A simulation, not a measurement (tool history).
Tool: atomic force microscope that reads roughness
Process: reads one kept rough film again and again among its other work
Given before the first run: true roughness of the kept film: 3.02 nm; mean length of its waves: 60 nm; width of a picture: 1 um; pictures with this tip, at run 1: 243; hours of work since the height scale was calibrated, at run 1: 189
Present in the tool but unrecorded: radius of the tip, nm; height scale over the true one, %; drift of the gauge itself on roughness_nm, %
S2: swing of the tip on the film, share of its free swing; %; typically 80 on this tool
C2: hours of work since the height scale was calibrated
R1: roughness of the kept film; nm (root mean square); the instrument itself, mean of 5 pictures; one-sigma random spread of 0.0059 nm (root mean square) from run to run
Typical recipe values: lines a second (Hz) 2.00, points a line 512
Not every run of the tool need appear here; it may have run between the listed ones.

Run 1, hour 0.0: usual settings; pictures with this tip 243; C2 189. Result: R1 2.418 nm (root mean square).
At hour 1.1: new tip fitted.
Run 2, hour 5.3: usual settings; pictures with this tip 7; C2 192. Result: R1 2.536 nm (root mean square).
Run 3, hour 10.0: usual settings; pictures with this tip 14; C2 194. Result: R1 2.545 nm (root mean square).
Run 4, hour 20.2: usual settings; pictures with this tip 31; C2 200. Result: R1 2.533 nm (root mean square).
Run 5, hour 26.8: usual settings but points a line 480; pictures with this tip 42; C2 203. Result: R1 2.519 nm (root mean square).
Run 6, hour 36.6: usual settings but points a line 480; pictures with this tip 59; C2 208. Result: R1 2.512 nm (root mean square).
Run 7, hour 43.1: usual settings; pictures with this tip 69; C2 212. Result: R1 2.509 nm (root mean square).
Run 8, hour 53.3: usual settings; pictures with this tip 86; C2 218. Result: R1 2.510 nm (root mean square).
Run 9, hour 59.5: usual settings but S2 61 %; pictures with this tip 97; C2 221. Result: R1 2.746 nm (root mean square).
Run 10, hour 64.5: usual settings but S2 61 %; pictures with this tip 105; C2 224. Result: R1 2.744 nm (root mean square).
Run 11, hour 69.8: usual settings but S2 61 %; pictures with this tip 114; C2 226. Result: R1 2.729 nm (root mean square).
Run 12, hour 78.6: usual settings; pictures with this tip 128; C2 231. Result: R1 2.473 nm (root mean square).
Run 13, hour 86.6: usual settings; pictures with this tip 142; C2 236. Result: R1 2.468 nm (root mean square).
Run 14, hour 92.9: usual settings; pictures with this tip 152; C2 239. Result: R1 2.466 nm (root mean square).
Run 15, hour 98.4: usual settings; pictures with this tip 161; C2 242. Result: R1 2.459 nm (root mean square).
Run 16, hour 104.7: usual settings but S2 59 %; pictures with this tip 172; C2 245. Result: R1 2.708 nm (root mean square).
Run 17, hour 113.4: usual settings but S2 63 %; pictures with this tip 186; C2 250. Result: R1 2.661 nm (root mean square).
Run 18, hour 119.7: usual settings; pictures with this tip 197; C2 254. Result: R1 2.439 nm (root mean square).
Run 19, hour 125.1: usual settings; pictures with this tip 205; C2 256. Result: R1 2.436 nm (root mean square).
Run 20, hour 130.8: usual settings; pictures with this tip 215; C2 259. Result: R1 2.424 nm (root mean square).
Run 21, hour 138.4: usual settings; pictures with this tip 228; C2 264. Result: R1 2.414 nm (root mean square).
Run 22, hour 144.6: usual settings; pictures with this tip 238; C2 267. Result: R1 2.418 nm (root mean square).
At hour 148.6: new tip fitted.
Run 23, hour 152.8: usual settings but lines a second (Hz) 0.68; pictures with this tip 7; C2 271. Result: R1 2.793 nm (root mean square).
Run 24, hour 157.7: usual settings but points a line 795; pictures with this tip 15; C2 274. Result: R1 2.543 nm (root mean square).
Run 25, hour 163.1: usual settings but points a line 795; pictures with this tip 24; C2 277. Result: R1 2.544 nm (root mean square).
Run 26, hour 169.6: usual settings but lines a second (Hz) 2.30; pictures with this tip 34; C2 280. Result: R1 2.469 nm (root mean square).
Run 27, hour 176.2: usual settings but lines a second (Hz) 2.30; pictures with this tip 45; C2 284. Result: R1 2.472 nm (root mean square).
Run 28, hour 182.3: usual settings but lines a second (Hz) 2.30; pictures with this tip 56; C2 287. Result: R1 2.474 nm (root mean square).
Run 29, hour 189.5: usual settings but lines a second (Hz) 1.60, S2 58 %, points a line 561; pictures with this tip 67; C2 291. Result: R1 2.813 nm (root mean square).
Run 30, hour 196.2: usual settings but lines a second (Hz) 1.60, S2 74 %, points a line 561; pictures with this tip 79; C2 295. Result: R1 2.655 nm (root mean square).
Run 31, hour 204.6: usual settings but lines a second (Hz) 1.54, S2 71 %; pictures with this tip 93; C2 299. Result: R1 2.691 nm (root mean square).
Run 32, hour 213.1: usual settings but lines a second (Hz) 1.54, S2 71 %; pictures with this tip 107; C2 304. Result: R1 2.674 nm (root mean square).
Run 33, hour 218.6: usual settings but lines a second (Hz) 0.79, S2 67 %, points a line 355; pictures with this tip 116; C2 307. Result: R1 2.783 nm (root mean square).
Run 34, hour 224.3: usual settings but lines a second (Hz) 0.79, S2 75 %, points a line 355; pictures with this tip 125; C2 310. Result: R1 2.740 nm (root mean square).
Run 35, hour 234.2: usual settings but lines a second (Hz) 1.50, S2 75 %, points a line 621; pictures with this tip 142; C2 315. Result: R1 2.623 nm (root mean square).
Run 36, hour 244.1: usual settings but lines a second (Hz) 2.54, S2 65 %, points a line 525; pictures with this tip 158; C2 321. Result: R1 2.611 nm (root mean square).
Run 37, hour 250.1: usual settings but lines a second (Hz) 2.54, S2 65 %, points a line 525; pictures with this tip 168; C2 324. Result: R1 2.619 nm (root mean square).
Run 38, hour 255.7: usual settings but lines a second (Hz) 2.54, S2 65 %, points a line 525; pictures with this tip 177; C2 327. Result: R1 2.610 nm (root mean square).
Run 39, hour 265.4: usual settings but lines a second (Hz) 1.03, S2 78 %, points a line 926; pictures with this tip 193; C2 332. Result: R1 2.643 nm (root mean square).
Run 40, hour 273.1: usual settings but lines a second (Hz) 1.03, S2 78 %, points a line 926; pictures with this tip 206; C2 336. Result: R1 2.649 nm (root mean square).
Run 41, hour 277.6: usual settings but lines a second (Hz) 1.08, S2 62 %, points a line 494; pictures with this tip 214; C2 339. Result: R1 2.741 nm (root mean square).
Run 42, hour 283.8: usual settings but lines a second (Hz) 1.08, points a line 494; pictures with this tip 224; C2 342. Result: R1 2.586 nm (root mean square).
Run 43, hour 290.9: usual settings but lines a second (Hz) 1.27, S2 81 %, points a line 431; pictures with this tip 236; C2 346. Result: R1 2.537 nm (root mean square).
At hour 296.3: new tip fitted.
Run 44, hour 297.3: usual settings but lines a second (Hz) 1.27, S2 81 %, points a line 431; pictures with this tip 2; C2 349. Result: R1 2.676 nm (root mean square).
Run 45, hour 304.7: usual settings but lines a second (Hz) 1.12, S2 76 %, points a line 400; pictures with this tip 14; C2 353. Result: R1 2.751 nm (root mean square).
Run 46, hour 311.1: usual settings but lines a second (Hz) 3.49, S2 82 %, points a line 871; pictures with this tip 24; C2 357. Result: R1 2.262 nm (root mean square).
Run 47, hour 315.7: usual settings but S2 70 %; pictures with this tip 32; C2 359. Result: R1 2.686 nm (root mean square).
Run 48, hour 325.5: usual settings but lines a second (Hz) 1.14, S2 70 %, points a line 318; pictures with this tip 48; C2 364. Result: R1 2.773 nm (root mean square).
Run 49, hour 332.8: usual settings but lines a second (Hz) 1.51, S2 70 %, points a line 523; pictures with this tip 60; C2 368. Result: R1 2.730 nm (root mean square).
Run 50, hour 338.4: usual settings but lines a second (Hz) 1.51, S2 70 %, points a line 523; pictures with this tip 70; C2 371. Result: R1 2.723 nm (root mean square).
Run 51, hour 346.9: usual settings but points a line 1012; pictures with this tip 84; C2 376. Result: R1 2.513 nm (root mean square).
Run 52, hour 355.6: usual settings but lines a second (Hz) 0.84, S2 77 %, points a line 516; pictures with this tip 98; C2 381. Result: R1 2.736 nm (root mean square).
Run 53, hour 360.1: usual settings but lines a second (Hz) 2.76, S2 77 %, points a line 395; pictures with this tip 106; C2 383. Result: R1 2.436 nm (root mean square).

Alternative continuations, all from the tool just after run 53; predict every row:
Run A, hour 364.3: usual settings but lines a second (Hz) 0.56, S2 71 %, points a line 395; pictures with this tip 113; C2 385. Result: R1 ?.
Run B, hour 364.3: usual settings but lines a second (Hz) 1.19, points a line 545; pictures with this tip 113; C2 385. Result: R1 ?.
Run C, hour 364.3: usual settings but lines a second (Hz) 2.68; pictures with this tip 113; C2 385. Result: R1 ?.

run     R1
  A  2.810
  B  2.622
  C  2.377
What these runs would have given with no unlogged condition in the tool:
run     R1
  A  2.876
  B  2.683
  C  2.432
